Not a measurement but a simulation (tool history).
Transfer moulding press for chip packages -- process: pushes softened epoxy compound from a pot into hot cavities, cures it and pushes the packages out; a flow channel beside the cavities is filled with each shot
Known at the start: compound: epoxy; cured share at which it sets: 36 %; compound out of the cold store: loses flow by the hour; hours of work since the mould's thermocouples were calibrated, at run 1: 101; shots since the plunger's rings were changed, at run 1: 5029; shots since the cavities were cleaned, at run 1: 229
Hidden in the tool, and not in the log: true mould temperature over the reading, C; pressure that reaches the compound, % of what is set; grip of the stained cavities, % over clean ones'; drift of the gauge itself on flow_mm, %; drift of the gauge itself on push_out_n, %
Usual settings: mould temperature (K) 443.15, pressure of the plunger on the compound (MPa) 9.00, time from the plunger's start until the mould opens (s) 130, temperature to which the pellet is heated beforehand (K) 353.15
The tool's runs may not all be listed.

run   hour  mould temperature (K)  pressure of the plunger on the compound (MPa)  time from the plunger's start until the mould opens (s)  temperature to which the pellet is heated beforehand (K)  hours of work since the mould's thermocouples were calibrated  shots since the plunger's rings were changed  shots since the cavities were cleaned  incoming compound's hours out of the cold store  length that the compound runs in the flow channel (mm)  greatest force on the pins that push the packages out (N)
  1    0.0                 443.15                                           9.00                                                      130                                                    353.15                                                            101                                          5029                                    229                                             47.6                                                     816                                                        435
  2    7.5                 443.15                                           9.00                                                      130                                                    353.15                                                            105                                          5085                                    285                                             16.8                                                     886                                                        488
  3   12.1                 443.15                                           9.00                                                      130                                                    353.15                                                            107                                          5120                                    320                                             36.9                                                     846                                                        466
  4   19.3                 443.15                                           9.00                                                      130                                                    353.15                                                            111                                          5175                                    375                                             15.2                                                     875                                                        511
  5   27.3                 443.15                                           9.00                                                      133                                                    353.15                                                            115                                          5235                                    435                                             30.1                                                     838                                                        484
      31.6  -- cavities cleaned with cleaning compound and waxed
  6   33.4                 443.15                                           9.00                                                      133                                                    353.15                                                            117                                          5269                                     13                                             33.5                                                     836                                                        339
  7   43.1                 443.15                                           9.00                                                      130                                                    353.15                                                            122                                          5343                                     87                                             18.7                                                     874                                                        381
  8   49.3                 443.15                                           9.00                                                      130                                                    353.15                                                            125                                          5389                                    133                                             26.4                                                     859                                                        409
  9   58.6                 443.15                                           9.00                                                      130                                                    357.15                                                            130                                          5460                                    204                                             25.6                                                     863                                                        437
 10   67.0                 443.15                                           9.00                                                      130                                                    357.15                                                            134                                          5523                                    267                                             22.0                                                     865                                                        466
 11   72.9                 443.15                                           9.00                                                      130                                                    357.15                                                            137                                          5568                                    312                                             19.2                                                     869                                                        484
 12   79.9                 443.15                                           9.00                                                      130                                                    357.15                                                            140                                          5620                                    364                                             10.8                                                     891                                                        493
 13   84.3                 443.15                                           9.61                                                      130                                                    357.15                                                            142                                          5654                                    398                                             44.7                                                     838                                                        488
 14   91.7                 443.15                                           9.00                                                      135                                                    353.15                                                            146                                          5709                                    453                                             38.1                                                     828                                                        471
      93.7  -- cavities cleaned with cleaning compound and waxed
 15  103.6                 443.15                                           9.00                                                      135                                                    353.15                                                            151                                          5788                                     75                                             34.2                                                     834                                                        376
 16  110.9                 447.15                                           7.55                                                      142                                                    347.15                                                            155                                          5842                                    129                                             43.4                                                     737                                                        317
 17  117.1                 447.15                                           7.55                                                      142                                                    347.15                                                            158                                          5889                                    176                                             41.2                                                     728                                                        329
 18  125.9                 441.15                                           9.07                                                      143                                                    345.15                                                            162                                          5955                                    242                                             32.5                                                     845                                                        439
 19  136.3                 443.15                                           9.00                                                      123                                                    353.15                                                            168                                          6034                                    321                                             20.6                                                     862                                                        516
     139.1  -- mould's thermocouples calibrated
 20  145.8                 443.15                                           9.69                                                      130                                                    353.15                                                              3                                          6091                                    378                                             24.4                                                     881                                                        490
 21  153.2                 443.15                                           9.69                                                      130                                                    353.15                                                              7                                          6147                                    434                                             26.3                                                     859                                                        493
     157.8  -- cavities cleaned with cleaning compound and waxed
 22  165.2                 443.15                                           9.69                                                      130                                                    353.15                                                             12                                          6226                                     56                                             23.9                                                     875                                                        390
 23  172.0                 442.15                                          10.03                                                      126                                                    353.15                                                             16                                          6277                                    107                                             32.8                                                     878                                                        469
     180.0  -- plunger's sealing rings changed
     184.7  -- mould's thermocouples calibrated, once more
 24  186.2                 436.15                                           9.00                                                      163                                                    361.15                                                              1                                            32                                    180                                             24.5                                                     968                                                        471
 25  191.7                 449.15                                           9.00                                                      130                                                    356.15                                                              4                                            73                                    221                                             44.5                                                     881                                                        335
 26  200.4                 443.15                                           8.06                                                      122                                                    353.15                                                              8                                           139                                    287                                             25.9                                                     877                                                        534
 27  205.6                 443.15                                           8.06                                                      122                                                    353.15                                                             10                                           178                                    326                                             18.5                                                     899                                                        553
 28  212.2                 443.15                                          10.32                                                      122                                                    353.15                                                             14                                           228                                    376                                             36.8                                                     966                                                        556
 29  221.9                 443.15                                          10.38                                                      168                                                    354.15                                                             19                                           301                                    449                                             15.2                                                    1027                                                        402
     224.8  -- cavities cleaned with cleaning compound and waxed
 30  227.8                 443.15                                           7.03                                                      168                                                    354.15                                                             21                                           334                                     23                                             13.5                                                     845                                                        294

Predict each of these 3 candidate next runs independently; none follows another, all start after run 30:
  A  238.1                 443.15                                           9.00                                                      130                                                    354.15                                                             26                                           412                                    101                                             30.8                                                       ?                                                          ?
  B  238.1                 443.15                                           8.03                                                      146                                                    353.15                                                             26                                           412                                    101                                             15.6                                                       ?                                                          ?
  C  238.1                 443.15                                           8.79                                                      168                                                    354.15                                                             26                                           412                                    101                                             43.3                                                       ?                                                          ?

run  length that the compound runs in the flow channel (mm)  greatest force on the pins that push the packages out (N)
  A                                                     926                                                        417
  B                                                     892                                                        350
  C                                                     880                                                        310
With no hidden state in the tool, these same runs would have given:
run  length that the compound runs in the flow channel (mm)  greatest force on the pins that push the packages out (N)
  A                                                     931                                                        351
  B                                                     897                                                        296
  C                                                     885                                                        262

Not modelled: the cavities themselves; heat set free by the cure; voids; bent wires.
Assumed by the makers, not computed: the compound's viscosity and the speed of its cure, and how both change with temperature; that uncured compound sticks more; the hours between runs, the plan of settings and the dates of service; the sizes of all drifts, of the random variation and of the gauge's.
